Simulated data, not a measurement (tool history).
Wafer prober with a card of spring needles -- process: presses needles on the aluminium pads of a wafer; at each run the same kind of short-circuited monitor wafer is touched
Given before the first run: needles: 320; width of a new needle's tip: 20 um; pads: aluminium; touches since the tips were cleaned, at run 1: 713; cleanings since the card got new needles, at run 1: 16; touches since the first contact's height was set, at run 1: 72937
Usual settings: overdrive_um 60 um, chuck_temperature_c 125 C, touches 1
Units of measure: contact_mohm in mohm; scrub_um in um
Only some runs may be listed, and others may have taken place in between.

| run | hour | overdrive_um | chuck_temperature_c | touches | touches since the tips were cleaned | cleanings since the card got new needles | touches since the first contact's height was set | contact_mohm | scrub_um |
|---|---|---|---|---|---|---|---|---|---|
| 1 | 0.0 | 60 | 125 | 1 | 713 | 16 | 72937 | 289 | 15.96 |
| 2 | 7.4 | 60 | 125 | 1 | 2745 | 16 | 74969 | 291 | 16.00 |
|  | 12.4 | tips cleaned on abrasive film |
| 3 | 14.5 | 48 | 125 | 1 | 578 | 17 | 76908 | 293 | 12.83 |
| 4 | 25.0 | 48 | 125 | 1 | 3442 | 17 | 79772 | 297 | 12.87 |
|  | 27.4 | tips cleaned on abrasive film |
| 5 | 35.7 | 48 | 125 | 1 | 2298 | 18 | 82702 | 295 | 12.86 |
|  | 42.4 | tips cleaned on abrasive film |
| 6 | 45.2 | 48 | 125 | 1 | 787 | 19 | 85284 | 297 | 12.85 |
| 7 | 52.2 | 44 | 125 | 1 | 2707 | 19 | 87204 | 296 | 11.79 |
|  | 57.3 | tips cleaned on abrasive film |
| 8 | 60.5 | 44 | 125 | 2 | 899 | 20 | 89468 | 294 | 11.79 |
| 9 | 65.1 | 44 | 125 | 2 | 2161 | 20 | 90730 | 301 | 11.71 |
| 10 | 71.3 | 44 | 34 | 2 | 3851 | 20 | 92420 | 268 | 11.76 |
|  | 72.1 | tips cleaned on abrasive film |
| 11 | 78.7 | 44 | 79 | 2 | 1835 | 21 | 94441 | 281 | 11.81 |
| 12 | 83.8 | 44 | 79 | 2 | 3234 | 21 | 95840 | 279 | 11.81 |
|  | 87.1 | tips cleaned on abrasive film |
| 13 | 94.1 | 44 | 79 | 2 | 1930 | 22 | 98645 | 285 | 11.81 |
| 14 | 101.0 | 44 | 79 | 2 | 3808 | 22 | 100523 | 281 | 11.86 |
|  | 102.0 | tips cleaned on abrasive film |
| 15 | 109.1 | 44 | 79 | 2 | 1959 | 23 | 102741 | 282 | 11.87 |
| 16 | 113.5 | 44 | 79 | 2 | 3165 | 23 | 103947 | 283 | 11.80 |
|  | 117.2 | tips cleaned on abrasive film |
| 17 | 118.8 | 44 | 79 | 2 | 439 | 24 | 105378 | 280 | 11.86 |
| 18 | 123.9 | 44 | 79 | 2 | 1833 | 24 | 106772 | 280 | 11.83 |
| 19 | 129.1 | 43 | 79 | 1 | 3274 | 24 | 108213 | 282 | 11.56 |
|  | 132.3 | tips cleaned on abrasive film |
| 20 | 135.1 | 43 | 113 | 3 | 772 | 25 | 109828 | 291 | 11.62 |
| 21 | 139.6 | 43 | 113 | 3 | 2012 | 25 | 111068 | 295 | 11.54 |
| 22 | 146.1 | 43 | 113 | 3 | 3801 | 25 | 112857 | 294 | 11.55 |
|  | 147.2 | tips cleaned on abrasive film |
| 23 | 153.1 | 43 | 113 | 3 | 1598 | 26 | 114729 | 294 | 11.64 |
|  | 162.3 | tips cleaned on abrasive film |
| 24 | 162.7 | 43 | 113 | 3 | 101 | 27 | 117350 | 292 | 11.64 |
| 25 | 170.7 | 55 | 34 | 2 | 2317 | 27 | 119566 | 267 | 14.83 |
|  | 177.5 | tips cleaned on abrasive film |
| 26 | 180.4 | 55 | 34 | 2 | 782 | 28 | 122178 | 268 | 14.83 |
| 27 | 187.8 | 57 | 38 | 1 | 2824 | 28 | 124220 | 268 | 15.44 |
|  | 192.8 | tips cleaned on abrasive film |
| 28 | 197.8 | 57 | 38 | 1 | 1390 | 29 | 126955 | 265 | 15.42 |

Below are 5 alternative next runs, each starting from the tool's condition after run 28. Predict each:
| A | 207.2 | 63 | 60 | 2 | 3975 | 29 | 129540 | ? | ? |
| B | 207.2 | 54 | 125 | 2 | 3975 | 29 | 129540 | ? | ? |
| C | 207.2 | 74 | 38 | 1 | 3975 | 29 | 129540 | ? | ? |
| D | 207.2 | 55 | 62 | 2 | 3975 | 29 | 129540 | ? | ? |
| E | 207.2 | 60 | 75 | 3 | 3975 | 29 | 129540 | ? | ? |

| run | contact_mohm | scrub_um |
|---|---|---|
| A | 268 | 17.00 |
| B | 297 | 14.59 |
| C | 261 | 19.94 |
| D | 273 | 14.85 |
| E | 275 | 16.25 |
What these runs would have given with no unlogged condition in the tool:
| run | contact_mohm | scrub_um |
|---|---|---|
| A | 268 | 16.76 |
| B | 297 | 14.38 |
| C | 260 | 19.65 |
| D | 273 | 14.64 |
| E | 275 | 16.02 |
